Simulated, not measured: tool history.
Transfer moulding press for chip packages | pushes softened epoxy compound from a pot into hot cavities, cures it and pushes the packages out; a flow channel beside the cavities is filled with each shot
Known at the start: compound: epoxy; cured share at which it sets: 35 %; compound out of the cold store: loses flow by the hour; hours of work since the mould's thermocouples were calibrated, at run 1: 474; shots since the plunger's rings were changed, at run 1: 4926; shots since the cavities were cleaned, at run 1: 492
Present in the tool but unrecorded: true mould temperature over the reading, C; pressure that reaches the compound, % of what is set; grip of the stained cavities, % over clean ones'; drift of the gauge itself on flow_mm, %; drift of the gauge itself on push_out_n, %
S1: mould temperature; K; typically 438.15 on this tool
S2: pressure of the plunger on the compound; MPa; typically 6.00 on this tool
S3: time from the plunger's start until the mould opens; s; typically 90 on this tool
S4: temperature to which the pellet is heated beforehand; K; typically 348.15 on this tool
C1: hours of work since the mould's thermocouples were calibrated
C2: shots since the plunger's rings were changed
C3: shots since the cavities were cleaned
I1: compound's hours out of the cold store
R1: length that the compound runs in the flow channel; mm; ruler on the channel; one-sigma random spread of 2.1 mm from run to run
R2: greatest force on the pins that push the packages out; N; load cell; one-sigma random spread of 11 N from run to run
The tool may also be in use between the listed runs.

| run | hour | S1 | S2 | S3 | S4 | C1 | C2 | C3 | I1 | R1 | R2 |
|---|---|---|---|---|---|---|---|---|---|---|---|
| 1 | 0.0 | 438.15 | 6.00 | 90 | 348.15 | 474 | 4926 | 492 | 21.8 | 787 | 675 |
| 2 | 14.3 | 438.15 | 6.00 | 90 | 348.15 | 485 | 5119 | 685 | 10.9 | 834 | 721 |
| 3 | 29.2 | 438.15 | 6.00 | 90 | 348.15 | 496 | 5320 | 886 | 30.9 | 748 | 716 |
| 4 | 37.6 | 438.15 | 6.00 | 90 | 348.15 | 502 | 5434 | 1000 | 28.0 | 760 | 740 |
|  | 41.2 | cavities cleaned with cleaning compound and waxed |
| 5 | 49.9 | 438.15 | 6.00 | 90 | 348.15 | 510 | 5579 | 117 | 24.1 | 775 | 581 |
|  | 59.7 | plunger's sealing rings changed |
| 6 | 60.9 | 445.15 | 6.00 | 90 | 348.15 | 516 | 17 | 232 | 12.3 | 818 | 464 |
| 7 | 74.5 | 438.15 | 6.00 | 90 | 348.15 | 526 | 200 | 415 | 17.8 | 832 | 691 |
| 8 | 85.1 | 438.15 | 6.00 | 90 | 348.15 | 534 | 342 | 557 | 33.6 | 764 | 658 |
| 9 | 94.1 | 434.15 | 6.00 | 90 | 348.15 | 540 | 464 | 679 | 9.1 | 894 | 1041 |
| 10 | 105.0 | 434.15 | 6.00 | 90 | 348.15 | 548 | 611 | 826 | 21.7 | 833 | 1030 |
| 11 | 114.3 | 446.15 | 6.00 | 90 | 348.15 | 555 | 737 | 952 | 39.5 | 710 | 539 |
|  | 121.1 | cavities cleaned with cleaning compound and waxed |
| 12 | 128.6 | 446.15 | 6.00 | 90 | 355.15 | 564 | 909 | 101 | 46.9 | 680 | 423 |
| 13 | 137.8 | 438.15 | 6.00 | 90 | 347.15 | 571 | 1032 | 224 | 35.0 | 753 | 605 |
| 14 | 152.9 | 438.15 | 6.00 | 90 | 347.15 | 582 | 1236 | 428 | 22.2 | 810 | 657 |
| 15 | 165.7 | 438.15 | 6.00 | 90 | 347.15 | 591 | 1409 | 601 | 15.5 | 833 | 736 |
| 16 | 183.0 | 434.15 | 6.77 | 94 | 348.15 | 604 | 1642 | 834 | 15.8 | 905 | 970 |
|  | 198.6 | cavities cleaned with cleaning compound and waxed |
| 17 | 200.8 | 440.15 | 4.87 | 98 | 341.15 | 616 | 1862 | 29 | 19.7 | 725 | 457 |
| 18 | 209.4 | 438.15 | 4.95 | 115 | 339.15 | 622 | 1977 | 144 | 26.1 | 715 | 448 |
| 19 | 216.8 | 438.15 | 4.95 | 115 | 339.15 | 628 | 2077 | 244 | 15.7 | 757 | 493 |
| 20 | 231.0 | 440.15 | 5.94 | 121 | 356.15 | 638 | 2268 | 435 | 44.8 | 699 | 490 |
| 21 | 238.9 | 442.15 | 6.00 | 114 | 348.15 | 644 | 2376 | 543 | 41.9 | 703 | 501 |
| 22 | 256.4 | 444.15 | 6.00 | 114 | 351.15 | 657 | 2611 | 778 | 10.8 | 817 | 510 |
| 23 | 267.1 | 442.15 | 6.00 | 114 | 339.15 | 665 | 2756 | 923 | 43.2 | 701 | 551 |
|  | 275.3 | cavities cleaned with cleaning compound and waxed |
| 24 | 281.8 | 430.15 | 5.89 | 90 | 348.15 | 674 | 2934 | 88 | 45.3 | 744 | 1016 |
| 25 | 293.8 | 430.15 | 5.89 | 90 | 348.15 | 683 | 3095 | 249 | 13.5 | 871 | 1298 |
| 26 | 310.5 | 430.15 | 5.89 | 90 | 348.15 | 695 | 3321 | 475 | 31.0 | 794 | 1283 |
| 27 | 327.1 | 438.15 | 6.00 | 90 | 338.15 | 708 | 3544 | 698 | 13.5 | 835 | 800 |
| 28 | 338.2 | 438.15 | 6.00 | 90 | 338.15 | 716 | 3693 | 847 | 19.6 | 805 | 799 |

3 ways to go on from here, each from the tool as it stands after run 28. What would each give?
|  | 352.6 | cavities cleaned with cleaning compound and waxed |
| A | 356.2 | 443.15 | 6.00 | 90 | 348.15 | 728 | 3916 | 48 | 25.5 | ? | ? |
|  | 352.6 | cavities cleaned with cleaning compound and waxed |
| B | 356.2 | 443.15 | 5.53 | 90 | 338.15 | 728 | 3916 | 48 | 19.1 | ? | ? |
|  | 352.6 | cavities cleaned with cleaning compound and waxed |
| C | 356.2 | 438.15 | 6.00 | 80 | 338.15 | 728 | 3916 | 48 | 29.6 | ? | ? |

| run | R1 | R2 |
|---|---|---|
| A | 758 | 436 |
| B | 751 | 439 |
| C | 765 | 759 |
What these runs would have given with no unlogged condition in the tool:
| run | R1 | R2 |
|---|---|---|
| A | 772 | 401 |
| B | 765 | 399 |
| C | 779 | 636 |

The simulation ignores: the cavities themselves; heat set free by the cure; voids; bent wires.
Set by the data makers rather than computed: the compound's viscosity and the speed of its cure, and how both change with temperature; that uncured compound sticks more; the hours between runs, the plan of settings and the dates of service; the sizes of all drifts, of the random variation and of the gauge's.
